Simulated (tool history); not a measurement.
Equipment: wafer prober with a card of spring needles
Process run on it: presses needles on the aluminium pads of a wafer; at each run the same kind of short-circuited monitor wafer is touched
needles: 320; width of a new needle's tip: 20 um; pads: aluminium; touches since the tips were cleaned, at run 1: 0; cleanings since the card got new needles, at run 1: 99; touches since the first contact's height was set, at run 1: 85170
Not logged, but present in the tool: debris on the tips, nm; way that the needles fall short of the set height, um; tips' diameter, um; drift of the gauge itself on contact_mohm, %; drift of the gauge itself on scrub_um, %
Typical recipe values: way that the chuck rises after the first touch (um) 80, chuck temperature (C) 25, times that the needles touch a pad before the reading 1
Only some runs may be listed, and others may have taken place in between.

run     day  way that the chuck rises after the first touch (um)  chuck temperature (C)  times that the needles touch a pad before the reading  touches since the tips were cleaned  cleanings since the card got new needles  touches since the first contact's height was set  resistance of one needle with its contact and lead (mohm)  way that a needle slides on the pad (um)
  1       0                                                   80                     25                                                      1                                    0                                        99                                             85170                                                        152                                    19.517
       0.85  -- tips cleaned on abrasive film
      0.862  -- height of the first contact set anew
      1.729  -- tips cleaned on abrasive film
      2.433  -- tips cleaned on abrasive film
  2   2.588                                                   80                     25                                                      1                                 1578                                       102                                             17932                                                        156                                    19.525
      3.225  -- tips cleaned on abrasive film
      4.067  -- tips cleaned on abrasive film
      4.908  -- tips cleaned on abrasive film
      5.775  -- tips cleaned on abrasive film
  3   5.954                                                   80                     25                                                      1                                 1863                                       106                                             52928                                                        152                                    19.543
      6.483  -- tips cleaned on abrasive film
      7.342  -- tips cleaned on abrasive film
      8.046  -- tips cleaned on abrasive film
      8.867  -- tips cleaned on abrasive film
  4   9.142                                                   80                     25                                                      1                                 2897                                       110                                             86084                                                        153                                    19.562
      9.667  -- tips cleaned on abrasive film
     10.012  -- height of the first contact set anew
     10.542  -- tips cleaned on abrasive film
     11.388  -- tips cleaned on abrasive film
  5  11.754                                                   80                     29                                                      1                                 3812                                       113                                             18115                                                        151                                    19.559
     12.108  -- tips cleaned on abrasive film
     12.988  -- tips cleaned on abrasive film
     13.796  -- tips cleaned on abrasive film
     14.617  -- tips cleaned on abrasive film
  6  14.796                                                   80                     29                                                      2                                 1852                                       117                                             49692                                                        153                                    19.569
     15.496  -- tips cleaned on abrasive film
     16.329  -- tips cleaned on abrasive film
  7  16.433                                                   80                     47                                                      1                                 1086                                       119                                             66742                                                        156                                    19.601
       17.1  -- tips cleaned on abrasive film
     17.975  -- tips cleaned on abrasive film
  8  18.629                                                   80                     47                                                      1                                 6832                                       121                                             89597                                                        155                                    19.602
     18.808  -- tips cleaned on abrasive film
     19.146  -- height of the first contact set anew
     19.583  -- tips cleaned on abrasive film
  9  20.038                                                   80                     47                                                      1                                 4737                                       123                                              9277                                                        156                                    19.604
     20.392  -- tips cleaned on abrasive film
     21.233  -- tips cleaned on abrasive film
 10  21.667                                                   80                     25                                                      1                                 4531                                       125                                             26192                                                        153                                    19.619
     22.008  -- tips cleaned on abrasive film
     22.858  -- tips cleaned on abrasive film
     23.683  -- tips cleaned on abrasive film
 11  24.379                                                   80                     25                                                      1                                 7250                                       128                                             54382                                                        153                                    19.623
     24.521  -- tips cleaned on abrasive film
     25.362  -- tips cleaned on abrasive film
     26.238  -- tips cleaned on abrasive film
     27.008  -- tips cleaned on abrasive film
 12  27.038                                                   88                     25                                                      1                                  308                                       132                                             81989                                                        153                                    21.594
     27.742  -- tips cleaned on abrasive film
     28.267  -- height of the first contact set anew
       28.6  -- tips cleaned on abrasive film
 13  29.088                                                   88                     25                                                      1                                 5074                                       134                                              8518                                                        149                                    21.618
     29.433  -- tips cleaned on abrasive film
     30.312  -- tips cleaned on abrasive film
 14  30.629                                                   88                     25                                                      1                                 3314                                       136                                             24559                                                        150                                    21.631
     31.162  -- tips cleaned on abrasive film
     31.867  -- tips cleaned on abrasive film
 15  32.062                                                   88                     25                                                      1                                 2034                                       138                                             39408                                                        150                                    21.637
     32.733  -- tips cleaned on abrasive film
     33.592  -- tips cleaned on abrasive film
     34.358  -- tips cleaned on abrasive film
 16  34.358                                                   84                    108                                                      1                                    0                                       141                                             63262                                                        167                                     20.67
     35.062  -- tips cleaned on abrasive film
     35.888  -- tips cleaned on abrasive film
     36.767  -- tips cleaned on abrasive film
 17  36.792                                                   84                    108                                                      1                                  239                                       144                                             88557                                                        162                                    20.663
     37.329  -- height of the first contact set anew
     37.508  -- tips cleaned on abrasive film
     38.388  -- tips cleaned on abrasive film
 18  39.021                                                   84                    108                                                      1                                 6608                                       146                                             17592                                                        166                                    20.702
       39.2  -- tips cleaned on abrasive film
     40.046  -- tips cleaned on abrasive film
      40.75  -- tips cleaned on abrasive film
 19  41.008                                                   62                     73                                                      2                                 2681                                       149                                             38201                                                        164                                     15.27
     41.496  -- tips cleaned on abrasive film
     42.204  -- tips cleaned on abrasive film
 20  42.642                                                   62                     73                                                      2                                 4566                                       151                                             55169                                                        161                                    15.279
     42.996  -- tips cleaned on abrasive film
     43.862  -- tips cleaned on abrasive film
     44.742  -- tips cleaned on abrasive film
 21  45.038                                                   62                     73                                                      2                                 3114                                       154                                             80090                                                        161                                     15.28
     45.567  -- tips cleaned on abrasive film
     46.412  -- tips cleaned on abrasive film
     46.425  -- height of the first contact set anew
     47.275  -- tips cleaned on abrasive film
     48.138  -- tips cleaned on abrasive film
 22  48.138                                                   92                     30                                                      2                                    0                                       158                                             17786                                                        151                                    22.711
     48.933  -- tips cleaned on abrasive film
 23  49.546                                                   80                     39                                                      1                                 6389                                       159                                             32442                                                        154                                    19.744
     49.725  -- tips cleaned on abrasive film
     50.546  -- tips cleaned on abrasive film
      51.25  -- tips cleaned on abrasive film
     52.096  -- tips cleaned on abrasive film
 24  52.375                                                   80                     39                                                      1                                 2937                                       163                                             61828                                                        155                                    19.741
     52.904  -- tips cleaned on abrasive film
     53.754  -- tips cleaned on abrasive film
 25  54.233                                                   79                     39                                                      2                                 5016                                       165                                             81168                                                        154                                    19.526
     54.592  -- tips cleaned on abrasive film
     55.092  -- card fitted with new needles
     55.954  -- tips cleaned on abrasive film
     56.658  -- tips cleaned on abrasive film
 26    57.2                                                   79                     39                                                      2                                 5644                                         2                                             21953                                                        156                                     19.53
     57.521  -- tips cleaned on abrasive film
     58.375  -- tips cleaned on abrasive film
     59.079  -- tips cleaned on abrasive film
     59.933  -- tips cleaned on abrasive film
 27  60.238                                                   80                     25                                                      2                                 3162                                         6                                             53509                                                        152                                    19.806
     60.767  -- tips cleaned on abrasive film
     61.646  -- tips cleaned on abrasive film
 28  62.104                                                   80                     25                                                      2                                 4762                                         8                                             72916                                                        152                                    19.807
     62.458  -- tips cleaned on abrasive film
     63.288  -- tips cleaned on abrasive film
     64.125  -- tips cleaned on abrasive film
     64.192  -- height of the first contact set anew
 29  64.192                                                   72                     54                                                      2                                  574                                        11                                                 0                                                        154                                    17.826

Alternative continuations, all from the tool just after run 29; predict every row:
     64.867  -- tips cleaned on abrasive film
     65.717  -- tips cleaned on abrasive film
     66.508  -- tips cleaned on abrasive film
  A  66.508                                                   77                     54                                                      2                                    0                                        14                                             24069                                                          ?                                         ?
     64.867  -- tips cleaned on abrasive film
     65.717  -- tips cleaned on abrasive film
     66.508  -- tips cleaned on abrasive film
  B  66.508                                                   91                     54                                                      2                                    0                                        14                                             24069                                                          ?                                         ?
     64.867  -- tips cleaned on abrasive film
     65.717  -- tips cleaned on abrasive film
     66.508  -- tips cleaned on abrasive film
  C  66.508                                                   88                     25                                                      1                                    0                                        14                                             24069                                                          ?                                         ?

run  resistance of one needle with its contact and lead (mohm)  way that a needle slides on the pad (um)
  A                                                        158                                      19.1
  B                                                        154                                    22.562
  C                                                        152                                    21.815
What these runs would have given with no unlogged condition in the tool:
run  resistance of one needle with its contact and lead (mohm)  way that a needle slides on the pad (um)
  A                                                        158                                    18.797
  B                                                        154                                    22.203
  C                                                        152                                    21.469
